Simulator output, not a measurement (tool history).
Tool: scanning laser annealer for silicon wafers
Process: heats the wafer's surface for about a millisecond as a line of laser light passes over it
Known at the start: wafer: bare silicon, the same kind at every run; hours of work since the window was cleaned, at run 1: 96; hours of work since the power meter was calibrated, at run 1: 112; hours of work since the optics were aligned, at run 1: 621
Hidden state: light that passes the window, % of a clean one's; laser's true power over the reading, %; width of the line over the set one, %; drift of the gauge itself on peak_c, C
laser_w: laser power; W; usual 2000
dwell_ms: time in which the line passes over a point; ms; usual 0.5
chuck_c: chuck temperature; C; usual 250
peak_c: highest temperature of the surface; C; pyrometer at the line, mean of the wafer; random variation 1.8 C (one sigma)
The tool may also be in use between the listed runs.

run	hour	laser_w	dwell_ms	chuck_c	hours of work since the window was cleaned	hours of work since the power meter was calibrated	hours of work since the optics were aligned	peak_c
1	0	2000	0.5	250	96	112	621	1037
2	6.9	2000	0.592	250	101	118	626	1096
3	21.8	2000	0.592	250	112	129	637	1099
4	37	1847	0.5	250	124	140	648	957
5	43.8	2000	0.5	250	129	145	653	1034
6	52.4	2000	0.5	250	135	151	660	1034
7	61.2	2000	0.5	234	141	158	666	1017
8	69.4	2000	0.5	234	147	164	672	1018
9	81.9	2000	0.448	250	157	173	681	993
10	91.5	2000	0.448	250	164	180	689	996
11	104.9	2000	0.448	250	174	190	699	994
12	121.1	2000	0.5	250	186	202	711	1036
13	129	2000	0.5	250	192	208	716	1036
14	143.2	1899	0.5	250	202	218	727	983
15	151.2	2000	0.5	250	208	224	733	1035
16	165.6	2000	0.414	250	219	235	743	969
17	173.8	2000	0.414	250	225	241	749	969
18	189.6	2000	0.5	271	237	253	761	1057
19	199.6	2000	0.5	271	244	260	769	1056
20	209.8	2000	0.5	271	251	268	776	1056
21	226.6	2000	0.5	271	264	280	789	1056
22	241.4	2077	0.5	282	275	291	800	1109
23	256.4	2077	0.5	282	286	302	811	1109
24	264.8	1865	0.554	246	292	309	817	998
25	281.2	2059	0.376	250	304	321	829	962
26	294.4	2059	0.376	250	314	330	839	966
27	303.2	2059	0.376	250	321	337	845	964
28	310.7	1830	0.502	228	326	342	851	926
29	325.1	1830	0.502	228	337	353	862	925
30	334.2	1727	0.485	233	344	360	868	869
31	345	1727	0.485	233	352	368	876	869
32	358.5	1727	0.421	233	362	378	886	830
33	366.5	1981	0.439	234	367	384	892	964
34	382.5	1981	0.439	234	379	396	904	961
# hour 390: window over the wafer cleaned
35	392.1	1981	0.439	234	2	401	910	964
36	399.5	1991	0.547	246	7	407	915	1060
37	407.4	2118	0.426	250	13	413	921	1036
38	421.5	1793	0.445	217	23	423	931	863
39	431.8	1998	0.5	229	31	431	939	1012
40	446.9	2047	0.487	278	42	442	950	1079

Hidden state at the last listed run before each entry between runs and at the first one after, where it differs:
Between runs 34 and 35: window over the wafer cleaned (hour 390)
  light that passes the window, % of a clean one's: 99.95 -> 100
